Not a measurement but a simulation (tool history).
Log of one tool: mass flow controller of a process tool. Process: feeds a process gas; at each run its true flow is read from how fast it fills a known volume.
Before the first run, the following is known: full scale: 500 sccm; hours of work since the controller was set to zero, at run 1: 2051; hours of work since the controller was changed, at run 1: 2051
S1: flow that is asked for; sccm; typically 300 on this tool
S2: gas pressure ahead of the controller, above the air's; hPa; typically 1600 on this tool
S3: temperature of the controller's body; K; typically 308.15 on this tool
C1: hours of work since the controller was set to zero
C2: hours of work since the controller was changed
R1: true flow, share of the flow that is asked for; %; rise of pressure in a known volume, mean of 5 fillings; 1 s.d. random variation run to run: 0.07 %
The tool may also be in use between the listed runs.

run 1 day=0 | S1=300 S2=1600 S3=308.15 | C1=2051 C2=2051 | R1=97.06
run 2 day=4.417 | S1=300 S2=1600 S3=306.15 | C1=2097 C2=2097 | R1=97.34
run 3 day=8.654 | S1=300 S2=1600 S3=306.15 | C1=2141 C2=2141 | R1=97.2
run 4 day=15 | S1=300 S2=1600 S3=308.15 | C1=2207 C2=2207 | R1=97.14
run 5 day=21.958 | S1=300 S2=1600 S3=308.15 | C1=2280 C2=2280 | R1=97.05
run 6 day=28.912 | S1=300 S2=1600 S3=308.15 | C1=2353 C2=2353 | R1=97.18
run 7 day=36.133 | S1=300 S2=1600 S3=308.15 | C1=2428 C2=2428 | R1=97.04
run 8 day=43.404 | S1=300 S2=1600 S3=308.15 | C1=2504 C2=2504 | R1=97.04
run 9 day=48.446 | S1=444 S2=1600 S3=308.15 | C1=2557 C2=2557 | R1=97.94
run 10 day=54.562 | S1=300 S2=1600 S3=308.15 | C1=2621 C2=2621 | R1=96.96
run 11 day=58.267 | S1=300 S2=1600 S3=308.15 | C1=2659 C2=2659 | R1=96.95
run 12 day=63.221 | S1=300 S2=1600 S3=308.15 | C1=2711 C2=2711 | R1=96.93
run 13 day=69.312 | S1=300 S2=1600 S3=297.15 | C1=2775 C2=2775 | R1=97.81
run 14 day=73.346 | S1=300 S2=1600 S3=297.15 | C1=2817 C2=2817 | R1=97.56
run 15 day=76.858 | S1=464 S2=1600 S3=308.15 | C1=2854 C2=2854 | R1=98.21
run 16 day=83.917 | S1=464 S2=1600 S3=308.15 | C1=2927 C2=2927 | R1=98.08
run 17 day=91.271 | S1=464 S2=1600 S3=308.15 | C1=3004 C2=3004 | R1=98.23
run 18 day=95.788 | S1=300 S2=1600 S3=308.15 | C1=3051 C2=3051 | R1=96.9
run 19 day=101.95 | S1=300 S2=1600 S3=308.15 | C1=3116 C2=3116 | R1=96.78
run 20 day=109.038 | S1=300 S2=1600 S3=308.15 | C1=3190 C2=3190 | R1=96.73
run 21 day=113.525 | S1=300 S2=1600 S3=308.15 | C1=3237 C2=3237 | R1=96.72
run 22 day=116.733 | S1=300 S2=1600 S3=308.15 | C1=3270 C2=3270 | R1=96.96
run 23 day=121.979 | S1=58 S2=1600 S3=308.15 | C1=3325 C2=3325 | R1=91.79
run 24 day=128.938 | S1=58 S2=1600 S3=308.15 | C1=3398 C2=3398 | R1=91.77
run 25 day=135.575 | S1=88 S2=1470 S3=308.15 | C1=3467 C2=3467 | R1=93.36
run 26 day=142.992 | S1=92 S2=1740 S3=297.15 | C1=3545 C2=3545 | R1=94.23
run 27 day=148.896 | S1=57 S2=2530 S3=308.15 | C1=3606 C2=3606 | R1=91.93
run 28 day=155.675 | S1=57 S2=2530 S3=308.15 | C1=3677 C2=3677 | R1=91.87
run 29 day=159.708 | S1=57 S2=1700 S3=308.15 | C1=3719 C2=3719 | R1=91.33
run 30 day=165.442 | S1=57 S2=1700 S3=308.15 | C1=3779 C2=3779 | R1=91.32
run 31 day=170.408 | S1=254 S2=1600 S3=308.15 | C1=3831 C2=3831 | R1=95.94
run 32 day=175.812 | S1=150 S2=1600 S3=301.15 | C1=3887 C2=3887 | R1=95.22
run 33 day=179.15 | S1=128 S2=1750 S3=303.15 | C1=3922 C2=3922 | R1=94.43
run 34 day=183.042 | S1=128 S2=1750 S3=303.15 | C1=3963 C2=3963 | R1=94.57
run 35 day=190.467 | S1=300 S2=1760 S3=308.15 | C1=4040 C2=4040 | R1=96.52
run 36 day=197.683 | S1=300 S2=1760 S3=308.15 | C1=4116 C2=4116 | R1=96.44
run 37 day=202.212 | S1=300 S2=1760 S3=308.15 | C1=4163 C2=4163 | R1=96.44
run 38 day=207.712 | S1=300 S2=1760 S3=308.15 | C1=4221 C2=4221 | R1=96.38
run 39 day=214.688 | S1=300 S2=1760 S3=308.15 | C1=4293 C2=4293 | R1=96.44
run 40 day=218.779 | S1=266 S2=1600 S3=297.15 | C1=4336 C2=4336 | R1=96.91
run 41 day=222.908 | S1=266 S2=2660 S3=297.15 | C1=4379 C2=4379 | R1=97.46
run 42 day=229.567 | S1=74 S2=1600 S3=296.15 | C1=4449 C2=4449 | R1=92.54
run 43 day=233.121 | S1=334 S2=1670 S3=301.15 | C1=4486 C2=4486 | R1=97.16
run 44 day=239.888 | S1=73 S2=1770 S3=294.15 | C1=4557 C2=4557 | R1=92.62
run 45 day=243.904 | S1=73 S2=1770 S3=294.15 | C1=4599 C2=4599 | R1=92.57
run 46 day=250.171 | S1=179 S2=1970 S3=297.15 | C1=4664 C2=4664 | R1=95.66
run 47 day=255.421 | S1=166 S2=1750 S3=308.15 | C1=4719 C2=4719 | R1=94.71

What if the next run were any one of these 4? Each begins from the tool's condition after run 47:
run A day=259.567 | S1=360 S2=1490 S3=307.15 | C1=4762 C2=4762 | R1=?
run B day=259.567 | S1=300 S2=2440 S3=296.15 | C1=4762 C2=4762 | R1=?
run C day=259.567 | S1=257 S2=1500 S3=306.15 | C1=4762 C2=4762 | R1=?
run D day=259.567 | S1=73 S2=1750 S3=302.15 | C1=4762 C2=4762 | R1=?

run=A R1=96.78
run=B R1=97.43
run=C R1=95.9
run=D R1=91.77
What these runs would have given with no unlogged condition in the tool:
run=A R1=98.24
run=B R1=99.08
run=C R1=97.74
run=D R1=96.96

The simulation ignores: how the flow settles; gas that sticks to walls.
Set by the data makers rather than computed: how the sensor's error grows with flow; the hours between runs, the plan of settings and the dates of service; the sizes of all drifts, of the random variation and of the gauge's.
